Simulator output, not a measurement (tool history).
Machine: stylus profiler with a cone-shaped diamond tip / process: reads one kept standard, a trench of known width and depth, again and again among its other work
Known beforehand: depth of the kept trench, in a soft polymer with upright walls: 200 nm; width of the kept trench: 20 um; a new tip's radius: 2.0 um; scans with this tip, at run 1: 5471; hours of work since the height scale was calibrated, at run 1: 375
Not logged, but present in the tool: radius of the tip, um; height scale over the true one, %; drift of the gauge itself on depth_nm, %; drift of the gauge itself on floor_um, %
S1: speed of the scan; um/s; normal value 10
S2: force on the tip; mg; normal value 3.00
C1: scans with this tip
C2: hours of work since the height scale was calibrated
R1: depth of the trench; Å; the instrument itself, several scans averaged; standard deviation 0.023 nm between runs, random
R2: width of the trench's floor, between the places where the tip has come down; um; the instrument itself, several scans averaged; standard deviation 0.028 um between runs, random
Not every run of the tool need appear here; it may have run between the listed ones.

run	hour	S1	S2	C1	C2	R1	R2
1	0.0	10	3.00	5471	375	2016.7	18.10
2	67.4	10	3.00	6133	421	2016.7	18.10
3	164.0	10	3.00	7081	486	2016.1	18.12
4	257.2	10	3.00	7996	549	2016.3	18.14
5	355.4	10	3.00	8959	615	2015.7	18.06
6	445.0	10	3.00	9839	675	2015.4	18.07
7	516.3	10	3.00	10538	723	2016.1	18.07
8	631.5	10	3.00	11670	801	2015.2	18.09
9	703.0	10	3.00	12371	849	2015.2	18.00
10	844.2	9	1.37	13756	944	2007.6	18.01
11	967.1	9	1.37	14963	1026	2007.2	18.01
12	1039.9	23	1.37	15678	1075	2007.2	17.81
13	1110.4	10	1.47	16369	1123	2007.2	17.94

Run 14 is up next; what results do you expect?
14	1181.0	10	1.47	17063	1170	?	?

R1: 2007.7 Å
R2: 17.91 um
On a tool with no hidden condition, and with the same random variation, this run would have come out at R1 2011.2 Å, R2 18.17 um.
